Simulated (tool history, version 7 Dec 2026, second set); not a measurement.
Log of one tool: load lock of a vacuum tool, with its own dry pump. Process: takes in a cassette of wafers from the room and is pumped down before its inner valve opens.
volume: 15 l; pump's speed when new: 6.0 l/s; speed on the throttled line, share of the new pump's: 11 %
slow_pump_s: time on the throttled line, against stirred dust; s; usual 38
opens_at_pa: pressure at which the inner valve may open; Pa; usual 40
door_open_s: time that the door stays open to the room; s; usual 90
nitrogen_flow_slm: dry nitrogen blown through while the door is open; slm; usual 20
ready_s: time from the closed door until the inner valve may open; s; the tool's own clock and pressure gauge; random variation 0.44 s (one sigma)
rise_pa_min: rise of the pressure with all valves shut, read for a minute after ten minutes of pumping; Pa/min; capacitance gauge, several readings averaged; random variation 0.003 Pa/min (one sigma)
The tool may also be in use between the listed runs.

run     day  slow_pump_s  opens_at_pa  door_open_s  nitrogen_flow_slm  incoming humidity of the room's air, %  ready_s  rise_pa_min
  1       0           38           40           90                 20                                    43.7       55        0.059
  2   4.129           38           40           90                 20                                    43.6       54        0.063
  3   6.258           38           40           90                 20                                    44.6     54.4        0.067
  4   9.429           38           40           90                 20                                    50.4       54        0.077
  5  12.858           38           40           90                 20                                    44.9     54.5        0.071
  6  16.621           38           40           90                 20                                    44.5     54.5        0.067
  7  20.171           38           40           41                 20                                    47.4     54.4        0.074
  8  23.521           28           40           41                 20                                    47.4     44.9        0.073
  9  26.796           28           40           41                 20                                    47.5     45.6        0.076
 10  29.933           38           40           90                 20                                    45.8     54.8        0.089
 11  34.396           38           40           90                 40                                    43.1     54.3        0.082
 12    38.8           38           40           90                 40                                    46.8     54.3        0.082
 13  42.021           38           40           55                 20                                    44.9       54        0.092
 14  46.579           38           40           55                 20                                    45.8     54.3        0.099
 15  50.025           38           40           55                 20                                    43.7     53.9        0.096
 16  54.475           38           40           55                 20                                    45.8     55.1        0.111
 17  58.354           38           40           81                 20                                    45.4     54.9        0.109
 18  60.754           38           40           90                 20                                    45.5     53.9        0.117
 19  64.967           19           30           31                  8                                    42.3     38.7        0.116
 20  67.562           19           30           31                  8                                    51.4     38.7        0.128

Forecast run 21:
 21  70.088           26           31           29                 20                                    44.7        ?            ?

Run 21 gave ready_s 43.9 s, rise_pa_min 0.118 Pa/min.
Without the tool's hidden state the same run would have given ready_s 42.7 s, rise_pa_min 0.029 Pa/min.
